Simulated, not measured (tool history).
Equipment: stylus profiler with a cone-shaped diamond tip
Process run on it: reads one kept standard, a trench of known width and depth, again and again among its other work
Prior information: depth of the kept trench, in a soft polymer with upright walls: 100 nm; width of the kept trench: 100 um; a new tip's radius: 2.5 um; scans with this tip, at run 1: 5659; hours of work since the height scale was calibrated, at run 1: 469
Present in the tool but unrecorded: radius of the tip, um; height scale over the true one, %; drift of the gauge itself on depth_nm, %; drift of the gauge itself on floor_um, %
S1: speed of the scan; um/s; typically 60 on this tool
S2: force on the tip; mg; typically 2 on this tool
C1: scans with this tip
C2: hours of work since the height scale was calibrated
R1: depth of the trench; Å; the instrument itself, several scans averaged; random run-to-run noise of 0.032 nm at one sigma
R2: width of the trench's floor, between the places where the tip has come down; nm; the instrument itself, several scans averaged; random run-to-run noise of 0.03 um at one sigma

run,hour,S1,S2,C1,C2,R1,R2
1,0,60,2,5659,469,1009.4,98040
2,74.5,60,4.33,6180,513,1016,98150
3,126,60,2,6540,543,1008.9,98010
4,198.4,60,2,7047,585,1008.8,98040
5,275,60,2,7583,629,1008.3,98010
6,344.2,16,2,8067,669,1008.4,98160
7,408.6,60,2,8518,707,1008.2,97900
8,453.6,60,2,8832,733,1008.3,97870
9,518.7,60,2,9288,770,1008.5,97910
10,590.4,60,2,9790,812,1008.4,97890
11,626.6,60,2,10043,833,1008.1,97880
12,692.7,60,2,10506,871,1008.1,97870
13,756.6,60,2,10953,909,1009,97800
14,805.2,60,2,11293,937,1007.8,97870
# hour 809.2: height scale calibrated on a step standard
15,865.4,60,2,11710,33,1007.1,97840
16,914.5,60,2,12054,61,1007.1,97850
17,966.6,60,2,12419,91,1006,97840
18,1000.9,60,2,12659,111,1006.4,97750
19,1076.1,60,2,13185,155,1006.5,97730
20,1109.6,60,1.1,13419,174,1003.1,97700
# hour 1183.8: height scale calibrated on a step standard, once more
21,1183.8,147,0.85,13935,0,1005.4,96930
22,1245.1,60,1.08,14364,36,1006.9,97590
23,1303.2,19,0.76,14770,69,1005.3,97820
24,1377.1,15,1.59,15288,112,1008.1,97850
25,1430.4,210,0.98,15660,143,1006,96540
26,1486.6,125,0.75,16054,176,1004.9,96950
27,1525.7,125,0.75,16327,198,1004.5,96970
28,1586,38,3.53,16749,233,1014.5,97780
29,1625.4,22,1.24,17024,256,1006.6,97730
30,1672.8,49,5.6,17357,284,1019.9,97720
31,1716.1,40,2.11,17659,309,1009.6,97680
32,1775.6,28,2.34,18076,343,1010.9,97730
33,1838.3,18,1.96,18515,380,1009.2,97770
34,1890.2,18,1.96,18877,410,1009,97700
35,1945,39,2.95,19261,442,1012.1,97670
36,1988.7,126,1.31,19566,467,1006.9,97040
37,2040.3,44,1.1,19928,497,1006,97550
38,2116.2,42,1.1,20459,541,1005.3,97530

Predict each of these 5 candidate next runs independently; none follows another, all start after run 38:
A,2168.7,67,0.72,20827,572,?,?
B,2168.7,22,0.75,20827,572,?,?
C,2168.7,42,0.68,20827,572,?,?
D,2168.7,142,1.1,20827,572,?,?
E,2168.7,152,2,20827,572,?,?

run,R1,R2
A,1003.4,97230
B,1003.8,97610
C,1003.3,97470
D,1005.5,96930
E,1009.1,97050
Without the tool's unlogged condition, the same runs would have read:
run,R1,R2
A,1004.6,98040
B,1005,98420
C,1004.5,98290
D,1006.7,97740
E,1010.3,97870

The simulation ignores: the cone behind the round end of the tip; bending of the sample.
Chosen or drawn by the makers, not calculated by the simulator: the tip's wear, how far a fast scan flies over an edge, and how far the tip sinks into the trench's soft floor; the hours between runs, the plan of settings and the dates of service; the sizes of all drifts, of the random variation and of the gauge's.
